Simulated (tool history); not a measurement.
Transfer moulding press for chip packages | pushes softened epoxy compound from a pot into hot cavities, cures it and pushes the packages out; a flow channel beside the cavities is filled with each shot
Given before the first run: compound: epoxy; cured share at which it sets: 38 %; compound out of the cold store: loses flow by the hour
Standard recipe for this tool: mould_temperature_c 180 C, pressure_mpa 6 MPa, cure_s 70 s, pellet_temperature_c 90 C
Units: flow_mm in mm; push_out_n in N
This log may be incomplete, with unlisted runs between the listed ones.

run,hour,mould_temperature_c,pressure_mpa,cure_s,pellet_temperature_c,incoming compound's hours out of the cold store,flow_mm,push_out_n
1,0,180,6,70,90,33.3,576,318
2,10.5,180,6,70,90,39.6,559,360
# hour 16.1: cavities cleaned with cleaning compound and waxed
3,29.6,180,6,82,90,45.9,549,260
4,46.2,180,6.44,70,90,44.6,569,348
# hour 58.5: plunger's sealing rings changed
5,58.8,180,6.44,70,90,34.2,631,371
# hour 61.3: cavities cleaned with cleaning compound and waxed
6,69.9,180,6,70,85,34.2,608,265
7,86.7,173,6,70,90,35,627,534
# hour 104.6: cavities cleaned with cleaning compound and waxed
8,106.5,173,6,70,90,29.2,642,398
9,116.8,173,6,70,87,30.2,634,481
10,126.1,173,6,70,87,36.9,619,510
# hour 148.2: cavities cleaned with cleaning compound and waxed
11,149.2,173,6,70,87,30.9,628,436
12,159.1,180,6,70,90,27.9,610,288
# hour 162.6: mould's thermocouples calibrated
13,176.9,180,6,70,90,26.9,614,340
14,188.3,180,6,70,90,19.1,628,369
# hour 192.7: cavities cleaned with cleaning compound and waxed
15,198.8,180,6,70,90,19.1,624,289
16,207.6,180,6,70,90,39.8,581,292
17,219.3,180,6,70,90,21,620,346
# hour 235.9: cavities cleaned with cleaning compound and waxed
18,235.9,180,6.53,84,83,17.6,657,219
# hour 248.2: mould's thermocouples calibrated, once more
19,253.4,180,6.68,84,83,39.8,609,267
20,264,177,5.72,54,90,43.5,562,747
# hour 280: cavities cleaned with cleaning compound and waxed
21,286.7,180,6.09,98,90,12.7,633,228
22,295.7,180,6.09,98,90,42.9,560,242
23,305.8,173,6,70,84,19,638,580
# hour 322.7: cavities cleaned with cleaning compound and waxed
24,323.9,178,6,85,87,29.8,591,225
25,343.5,176,6.52,85,87,42.7,590,299
26,354.2,176,7.49,85,97,45.7,624,310
# hour 365.3: cavities cleaned with cleaning compound and waxed
27,366.1,176,7.49,61,83,9.2,717,494

Below are 4 alternative next runs, each starting from the tool's condition after run 27. Predict each:
A,374.9,177,7.34,70,92,32.8,?,?
B,374.9,180,7.22,70,90,40.4,?,?
C,374.9,180,6.75,66,90,14.5,?,?
D,374.9,180,6,83,86,14.3,?,?

run,flow_mm,push_out_n
A,645,339
B,610,283
C,650,319
D,614,242
Had the tool no hidden state, the same runs would have come out as:
run,flow_mm,push_out_n
A,688,287
B,651,242
C,693,271
D,655,207

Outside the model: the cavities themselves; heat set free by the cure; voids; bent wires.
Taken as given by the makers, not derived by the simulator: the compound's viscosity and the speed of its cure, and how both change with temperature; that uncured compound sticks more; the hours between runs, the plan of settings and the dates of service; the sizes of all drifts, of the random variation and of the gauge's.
